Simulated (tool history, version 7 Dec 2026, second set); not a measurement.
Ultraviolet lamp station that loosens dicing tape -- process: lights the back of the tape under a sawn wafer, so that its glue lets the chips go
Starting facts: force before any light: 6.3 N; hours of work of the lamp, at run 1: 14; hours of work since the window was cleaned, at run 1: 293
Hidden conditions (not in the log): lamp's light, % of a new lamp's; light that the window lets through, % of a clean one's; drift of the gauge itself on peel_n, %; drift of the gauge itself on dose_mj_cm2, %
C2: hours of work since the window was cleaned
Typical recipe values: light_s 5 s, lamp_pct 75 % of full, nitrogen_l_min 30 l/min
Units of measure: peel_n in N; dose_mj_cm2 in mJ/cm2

{"run": 1, "day": 0.0, "light_s": 5, "lamp_pct": 75, "nitrogen_l_min": 30, "hours of work of the lamp": 14, "C2": 293, "peel_n": 0.364, "dose_mj_cm2": 268}
{"run": 2, "day": 0.267, "light_s": 5, "lamp_pct": 75, "nitrogen_l_min": 30, "hours of work of the lamp": 17, "C2": 295, "peel_n": 0.397, "dose_mj_cm2": 267}
{"run": 3, "day": 0.696, "light_s": 5, "lamp_pct": 75, "nitrogen_l_min": 30, "hours of work of the lamp": 21, "C2": 300, "peel_n": 0.39, "dose_mj_cm2": 265}
{"run": 4, "day": 1.171, "light_s": 5, "lamp_pct": 75, "nitrogen_l_min": 30, "hours of work of the lamp": 26, "C2": 304, "peel_n": 0.391, "dose_mj_cm2": 266}
{"run": 5, "day": 1.675, "light_s": 5, "lamp_pct": 75, "nitrogen_l_min": 11, "hours of work of the lamp": 31, "C2": 309, "peel_n": 0.545, "dose_mj_cm2": 261}
{"run": 6, "day": 1.971, "light_s": 5, "lamp_pct": 75, "nitrogen_l_min": 11, "hours of work of the lamp": 34, "C2": 312, "peel_n": 0.56, "dose_mj_cm2": 266}
{"run": 7, "day": 2.392, "light_s": 5, "lamp_pct": 75, "nitrogen_l_min": 16, "hours of work of the lamp": 38, "C2": 316, "peel_n": 0.489, "dose_mj_cm2": 267}
{"run": 8, "day": 2.762, "light_s": 5, "lamp_pct": 75, "nitrogen_l_min": 16, "hours of work of the lamp": 42, "C2": 320, "peel_n": 0.502, "dose_mj_cm2": 262}
{"run": 9, "day": 3.217, "light_s": 5, "lamp_pct": 75, "nitrogen_l_min": 16, "hours of work of the lamp": 46, "C2": 325, "peel_n": 0.498, "dose_mj_cm2": 261}
{"run": 10, "day": 3.504, "light_s": 3, "lamp_pct": 75, "nitrogen_l_min": 30, "hours of work of the lamp": 49, "C2": 328, "peel_n": 0.939, "dose_mj_cm2": 154}
{"run": 11, "day": 3.883, "light_s": 3, "lamp_pct": 75, "nitrogen_l_min": 30, "hours of work of the lamp": 53, "C2": 331, "peel_n": 0.933, "dose_mj_cm2": 156}
{"run": 12, "day": 4.221, "light_s": 5, "lamp_pct": 75, "nitrogen_l_min": 10, "hours of work of the lamp": 56, "C2": 335, "peel_n": 0.598, "dose_mj_cm2": 260}
{"run": 13, "day": 4.442, "light_s": 5, "lamp_pct": 75, "nitrogen_l_min": 10, "hours of work of the lamp": 58, "C2": 337, "peel_n": 0.6, "dose_mj_cm2": 256}
{"run": 14, "day": 4.912, "light_s": 5, "lamp_pct": 75, "nitrogen_l_min": 10, "hours of work of the lamp": 63, "C2": 342, "peel_n": 0.604, "dose_mj_cm2": 261}
{"run": 15, "day": 5.362, "light_s": 5, "lamp_pct": 75, "nitrogen_l_min": 10, "hours of work of the lamp": 67, "C2": 346, "peel_n": 0.609, "dose_mj_cm2": 255}
{"day": 5.479, "done": "window cleaned of glue's vapour"}
{"run": 16, "day": 5.688, "light_s": 5, "lamp_pct": 75, "nitrogen_l_min": 30, "hours of work of the lamp": 71, "C2": 2, "peel_n": 0.378, "dose_mj_cm2": 269}
{"run": 17, "day": 6.158, "light_s": 5, "lamp_pct": 75, "nitrogen_l_min": 30, "hours of work of the lamp": 75, "C2": 7, "peel_n": 0.374, "dose_mj_cm2": 272}
{"run": 18, "day": 6.454, "light_s": 5, "lamp_pct": 75, "nitrogen_l_min": 30, "hours of work of the lamp": 78, "C2": 10, "peel_n": 0.386, "dose_mj_cm2": 268}
{"run": 19, "day": 6.738, "light_s": 5, "lamp_pct": 88, "nitrogen_l_min": 30, "hours of work of the lamp": 81, "C2": 13, "peel_n": 0.299, "dose_mj_cm2": 317}
{"run": 20, "day": 7.0, "light_s": 7, "lamp_pct": 88, "nitrogen_l_min": 30, "hours of work of the lamp": 84, "C2": 15, "peel_n": 0.239, "dose_mj_cm2": 441}
{"run": 21, "day": 7.467, "light_s": 5, "lamp_pct": 75, "nitrogen_l_min": 30, "hours of work of the lamp": 88, "C2": 20, "peel_n": 0.381, "dose_mj_cm2": 270}
{"run": 22, "day": 7.9, "light_s": 5, "lamp_pct": 75, "nitrogen_l_min": 30, "hours of work of the lamp": 93, "C2": 24, "peel_n": 0.369, "dose_mj_cm2": 259}
{"run": 23, "day": 8.325, "light_s": 5, "lamp_pct": 75, "nitrogen_l_min": 30, "hours of work of the lamp": 97, "C2": 28, "peel_n": 0.375, "dose_mj_cm2": 272}
{"run": 24, "day": 8.546, "light_s": 4, "lamp_pct": 76, "nitrogen_l_min": 30, "hours of work of the lamp": 99, "C2": 31, "peel_n": 0.522, "dose_mj_cm2": 219}
{"run": 25, "day": 8.775, "light_s": 4, "lamp_pct": 76, "nitrogen_l_min": 30, "hours of work of the lamp": 101, "C2": 33, "peel_n": 0.561, "dose_mj_cm2": 215}
{"run": 26, "day": 8.988, "light_s": 4, "lamp_pct": 76, "nitrogen_l_min": 30, "hours of work of the lamp": 103, "C2": 35, "peel_n": 0.535, "dose_mj_cm2": 215}
{"run": 27, "day": 9.288, "light_s": 4, "lamp_pct": 76, "nitrogen_l_min": 30, "hours of work of the lamp": 106, "C2": 38, "peel_n": 0.551, "dose_mj_cm2": 218}
{"run": 28, "day": 9.775, "light_s": 9, "lamp_pct": 76, "nitrogen_l_min": 28, "hours of work of the lamp": 111, "C2": 43, "peel_n": 0.236, "dose_mj_cm2": 480}
{"run": 29, "day": 10.092, "light_s": 4, "lamp_pct": 76, "nitrogen_l_min": 28, "hours of work of the lamp": 114, "C2": 46, "peel_n": 0.555, "dose_mj_cm2": 217}
{"run": 30, "day": 10.367, "light_s": 4, "lamp_pct": 100, "nitrogen_l_min": 26, "hours of work of the lamp": 117, "C2": 49, "peel_n": 0.382, "dose_mj_cm2": 282}
{"run": 31, "day": 10.575, "light_s": 4, "lamp_pct": 100, "nitrogen_l_min": 26, "hours of work of the lamp": 119, "C2": 51, "peel_n": 0.368, "dose_mj_cm2": 280}
{"run": 32, "day": 10.862, "light_s": 3, "lamp_pct": 65, "nitrogen_l_min": 30, "hours of work of the lamp": 122, "C2": 54, "peel_n": 1.183, "dose_mj_cm2": 135}
{"run": 33, "day": 11.162, "light_s": 3, "lamp_pct": 65, "nitrogen_l_min": 30, "hours of work of the lamp": 125, "C2": 57, "peel_n": 1.224, "dose_mj_cm2": 137}
{"run": 34, "day": 11.671, "light_s": 6, "lamp_pct": 75, "nitrogen_l_min": 43, "hours of work of the lamp": 130, "C2": 62, "peel_n": 0.292, "dose_mj_cm2": 313}
{"run": 35, "day": 12.017, "light_s": 6, "lamp_pct": 75, "nitrogen_l_min": 43, "hours of work of the lamp": 134, "C2": 65, "peel_n": 0.281, "dose_mj_cm2": 314}
{"run": 36, "day": 12.383, "light_s": 6, "lamp_pct": 75, "nitrogen_l_min": 43, "hours of work of the lamp": 137, "C2": 69, "peel_n": 0.277, "dose_mj_cm2": 315}
{"run": 37, "day": 12.892, "light_s": 9, "lamp_pct": 60, "nitrogen_l_min": 43, "hours of work of the lamp": 142, "C2": 74, "peel_n": 0.252, "dose_mj_cm2": 373}
{"run": 38, "day": 13.308, "light_s": 9, "lamp_pct": 60, "nitrogen_l_min": 43, "hours of work of the lamp": 146, "C2": 78, "peel_n": 0.241, "dose_mj_cm2": 373}
{"run": 39, "day": 13.554, "light_s": 3, "lamp_pct": 60, "nitrogen_l_min": 14, "hours of work of the lamp": 149, "C2": 80, "peel_n": 1.662, "dose_mj_cm2": 126}
{"run": 40, "day": 13.925, "light_s": 6, "lamp_pct": 72, "nitrogen_l_min": 15, "hours of work of the lamp": 152, "C2": 84, "peel_n": 0.39, "dose_mj_cm2": 296}
{"run": 41, "day": 14.292, "light_s": 6, "lamp_pct": 72, "nitrogen_l_min": 15, "hours of work of the lamp": 156, "C2": 88, "peel_n": 0.409, "dose_mj_cm2": 294}
{"run": 42, "day": 14.796, "light_s": 4, "lamp_pct": 75, "nitrogen_l_min": 20, "hours of work of the lamp": 161, "C2": 93, "peel_n": 0.716, "dose_mj_cm2": 205}
{"run": 43, "day": 15.192, "light_s": 5, "lamp_pct": 87, "nitrogen_l_min": 30, "hours of work of the lamp": 165, "C2": 97, "peel_n": 0.329, "dose_mj_cm2": 296}

Forecast each of these 5 alternatives for the next run:
{"run": "A", "day": 15.5, "light_s": 5, "lamp_pct": 62, "nitrogen_l_min": 26, "hours of work of the lamp": 168, "C2": 100, "peel_n": "?", "dose_mj_cm2": "?"}
{"run": "B", "day": 15.5, "light_s": 3, "lamp_pct": 87, "nitrogen_l_min": 32, "hours of work of the lamp": 168, "C2": 100, "peel_n": "?", "dose_mj_cm2": "?"}
{"run": "C", "day": 15.5, "light_s": 4, "lamp_pct": 81, "nitrogen_l_min": 11, "hours of work of the lamp": 168, "C2": 100, "peel_n": "?", "dose_mj_cm2": "?"}
{"run": "D", "day": 15.5, "light_s": 5, "lamp_pct": 90, "nitrogen_l_min": 14, "hours of work of the lamp": 168, "C2": 100, "peel_n": "?", "dose_mj_cm2": "?"}
{"run": "E", "day": 15.5, "light_s": 7, "lamp_pct": 99, "nitrogen_l_min": 30, "hours of work of the lamp": 168, "C2": 100, "peel_n": "?", "dose_mj_cm2": "?"}

run=A peel_n=0.601 dose_mj_cm2=211
run=B peel_n=0.754 dose_mj_cm2=177
run=C peel_n=0.761 dose_mj_cm2=220
run=D peel_n=0.391 dose_mj_cm2=309
run=E peel_n=0.226 dose_mj_cm2=470
Take away the tool's hidden state, keep each run's random variation, and the runs would have read:
run=A peel_n=0.477 dose_mj_cm2=240
run=B peel_n=0.600 dose_mj_cm2=202
run=C peel_n=0.606 dose_mj_cm2=251
run=D peel_n=0.322 dose_mj_cm2=352
run=E peel_n=0.219 dose_mj_cm2=536
